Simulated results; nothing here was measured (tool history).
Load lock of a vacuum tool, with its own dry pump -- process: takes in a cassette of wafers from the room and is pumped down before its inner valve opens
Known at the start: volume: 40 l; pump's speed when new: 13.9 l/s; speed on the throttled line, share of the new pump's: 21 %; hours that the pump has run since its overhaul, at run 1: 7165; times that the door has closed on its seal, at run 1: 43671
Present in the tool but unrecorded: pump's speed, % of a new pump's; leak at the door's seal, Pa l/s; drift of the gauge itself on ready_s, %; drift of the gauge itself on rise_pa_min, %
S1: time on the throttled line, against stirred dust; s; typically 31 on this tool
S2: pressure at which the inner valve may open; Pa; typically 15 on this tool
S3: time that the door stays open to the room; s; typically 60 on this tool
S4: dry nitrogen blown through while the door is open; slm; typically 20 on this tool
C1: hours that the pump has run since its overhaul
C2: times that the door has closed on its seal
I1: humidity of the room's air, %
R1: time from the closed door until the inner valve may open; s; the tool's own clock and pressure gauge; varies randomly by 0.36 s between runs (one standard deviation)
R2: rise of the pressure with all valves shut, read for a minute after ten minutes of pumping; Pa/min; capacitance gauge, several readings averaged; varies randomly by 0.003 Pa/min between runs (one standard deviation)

| run | hour | S1 | S2 | S3 | S4 | C1 | C2 | I1 | R1 | R2 |
|---|---|---|---|---|---|---|---|---|---|---|
| 1 | 0 | 31 | 15 | 60 | 20 | 7165 | 43671 | 46.4 | 54.7 | 0.093 |
| 2 | 423.3 | 31 | 15 | 154 | 20 | 7589 | 45251 | 46.2 | 54.6 | 0.098 |
| 3 | 852.7 | 31 | 15 | 154 | 20 | 8018 | 46854 | 43.9 | 55.3 | 0.105 |
| 4 | 1177.2 | 31 | 15 | 154 | 20 | 8342 | 48065 | 42.6 | 55.5 | 0.112 |
| 5 | 1547.3 | 19 | 15 | 60 | 20 | 8713 | 49448 | 44.8 | 47.3 | 0.107 |
|  | 1914.5 | dry pump taken out, an overhauled one fitted |
| 6 | 2023.5 | 19 | 15 | 60 | 20 | 109 | 51203 | 43.5 | 40.5 | 0.114 |
| 7 | 2334.4 | 19 | 15 | 60 | 20 | 420 | 52363 | 49 | 41 | 0.121 |
| 8 | 2769.8 | 41 | 15 | 60 | 20 | 855 | 53989 | 43.3 | 58.2 | 0.128 |
| 9 | 3248 | 41 | 15 | 60 | 20 | 1333 | 55774 | 47.4 | 59.3 | 0.134 |
| 10 | 3520.9 | 41 | 15 | 60 | 20 | 1606 | 56794 | 45.4 | 58.7 | 0.138 |
| 11 | 4086.3 | 47 | 15 | 60 | 20 | 2172 | 58904 | 44.5 | 63.3 | 0.145 |
| 12 | 4691.7 | 47 | 15 | 60 | 20 | 2777 | 61164 | 43.9 | 64.1 | 0.149 |
|  | 4872.6 | door's seal changed, seat wiped |
| 13 | 5090.4 | 47 | 15 | 60 | 20 | 3174 | 814 | 44.8 | 63.5 | 0.012 |
| 14 | 5548.4 | 52 | 29 | 60 | 41 | 3632 | 2523 | 45.4 | 66.7 | 0.014 |
| 15 | 6176.4 | 52 | 29 | 60 | 41 | 4260 | 4868 | 43.8 | 66.2 | 0.014 |
| 16 | 6737.4 | 52 | 29 | 60 | 41 | 4821 | 6962 | 44.6 | 67.7 | 0.022 |

Forecast run 17:
| 17 | 6996.5 | 31 | 15 | 134 | 11 | 5080 | 7930 | 48.6 | ? | ? |

Logged for run 17: R1 52.9 s, R2 0.042 Pa/min.
With the hidden condition absent and the run-to-run variation left alone, this run would have shown R1 49.5 s, R2 0.036 Pa/min.

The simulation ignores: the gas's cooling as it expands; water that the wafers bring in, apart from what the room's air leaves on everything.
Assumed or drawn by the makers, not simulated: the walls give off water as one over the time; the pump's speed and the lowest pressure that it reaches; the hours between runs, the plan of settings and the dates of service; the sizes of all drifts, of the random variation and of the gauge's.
